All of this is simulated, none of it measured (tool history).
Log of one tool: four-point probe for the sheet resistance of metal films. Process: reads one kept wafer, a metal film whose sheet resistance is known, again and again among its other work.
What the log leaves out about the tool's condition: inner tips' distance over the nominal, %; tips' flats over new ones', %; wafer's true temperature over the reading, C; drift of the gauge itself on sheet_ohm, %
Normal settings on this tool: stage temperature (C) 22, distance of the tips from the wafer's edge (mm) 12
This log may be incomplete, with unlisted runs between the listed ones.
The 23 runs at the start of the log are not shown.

run	hour	stage temperature (C)	distance of the tips from the wafer's edge (mm)	touches since the probe head was changed	hours of work since the stage's thermometer was calibrated	sheet resistance as the instrument gives it (ohm/square)
24	1551.0	29	60	98449	627	0.935338
25	1636.6	29	60	102300	672	0.935547
26	1712.7	29	60	105722	712	0.935447
27	1755.1	27	14	107628	734	0.936582
28	1826.9	27	14	110858	772	0.936507
29	1874.0	29	29	112977	797	0.935130
30	1918.2	20	34	114963	820	0.930538
31	1958.8	20	34	116792	842	0.929964
32	2002.5	20	10	118757	865	0.934571
33	2053.0	20	10	121029	891	0.934819
34	2134.6	29	4	124699	934	0.965527
35	2207.1	29	4	127958	972	0.965941
36	2252.1	22	34	129982	996	0.931553
37	2341.6	31	34	134007	1043	0.936740
38	2386.4	33	4	136020	1067	0.968451
39	2448.6	32	14	138821	1100	0.939663
40	2493.2	32	14	140825	1123	0.939418
# hour 2506.9: new probe head fitted
41	2564.7	32	14	2600	1160	0.939336
42	2629.9	23	14	5531	1194	0.934281
43	2670.2	21	10	7343	1216	0.935481

What does the tool deliver on the next run?
44	2737.8	32	9	10383	1251	?

Run 44 measured sheet resistance as the instrument gives it (ohm/square) 0.943050.
With the hidden condition absent and the run-to-run variation left alone, this run would have shown sheet resistance as the instrument gives it (ohm/square) 0.943087.
